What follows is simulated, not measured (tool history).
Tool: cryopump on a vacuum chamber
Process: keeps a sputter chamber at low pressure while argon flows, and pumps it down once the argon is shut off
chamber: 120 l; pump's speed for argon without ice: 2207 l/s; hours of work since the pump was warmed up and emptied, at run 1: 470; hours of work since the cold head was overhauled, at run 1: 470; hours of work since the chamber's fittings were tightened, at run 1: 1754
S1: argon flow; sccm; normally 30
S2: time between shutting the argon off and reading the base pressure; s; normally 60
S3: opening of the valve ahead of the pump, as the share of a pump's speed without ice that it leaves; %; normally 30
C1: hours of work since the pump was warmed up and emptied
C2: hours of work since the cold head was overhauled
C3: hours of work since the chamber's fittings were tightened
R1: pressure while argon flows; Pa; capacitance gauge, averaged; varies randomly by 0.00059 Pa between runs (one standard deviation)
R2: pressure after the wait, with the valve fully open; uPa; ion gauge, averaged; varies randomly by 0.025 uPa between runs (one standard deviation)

run	hour	S1	S2	S3	C1	C2	C3	R1	R2
1	0	30	60	30	470	470	1754	0.0787	1.88
2	10.2	30	60	30	477	477	1761	0.079	1.94
3	32.8	35	60	30	493	493	1776	0.0925	1.88
4	50.2	30	60	30	504	504	1788	0.0772	1.9
5	62.6	14	60	30	513	513	1796	0.0368	2
6	73.8	14	60	30	521	521	1804	0.037	1.9
7	85.3	30	60	30	528	528	1812	0.0795	2.01
8	96.6	30	60	30	536	536	1820	0.0787	1.9
9	108.8	30	60	30	544	544	1828	0.0802	2
10	121.7	30	60	30	553	553	1837	0.0784	2.02
11	134.7	13	91	30	562	562	1846	0.0337	1.74
12	152.3	13	48	43	574	574	1858	0.0243	2.27
13	163	26	288	19	581	581	1865	0.1065	1.3
14	181.8	26	288	19	594	594	1878	0.1084	1.3
15	202.7	26	288	19	608	608	1892	0.1084	1.29
16	223.5	41	60	34	623	623	1906	0.0959	2.02
17	238.2	19	51	41	633	633	1916	0.0377	2.27
18	251	30	23	31	641	641	1925	0.0769	3.42
19	274.1	29	155	31	657	657	1941	0.0745	1.55
20	293.6	29	155	31	670	670	1954	0.0746	1.51

A few steps of R1 between consecutive runs. Split each: what settings, incoming material and random variation would produce without the hidden state, and what is left over for the hidden state, along with gauge scatter present in only one of the two compared results (measured, and without hidden state):
What the log doesn't record here: pump's speed, % of a pump's without ice; cold plate's temperature, K; leak into the chamber, uPa l/s; drift of the gauge itself on working_pa, %; drift of the gauge itself on base_upa, %.
Run 10 -> 11: S1 30 -> 13, S2 60 -> 91. R1 -0.0447 Pa: hidden state -0.0016, all else -0.0431.
Run 12 -> 13: S1 13 -> 26, S2 48 -> 288, S3 43 -> 19. R1 +0.0822 Pa: hidden state +0.0012, all else +0.081.
Run 16 -> 17: S1 41 -> 19, S2 60 -> 51, S3 34 -> 41. R1 -0.0582 Pa: hidden state -0.0022, all else -0.056.
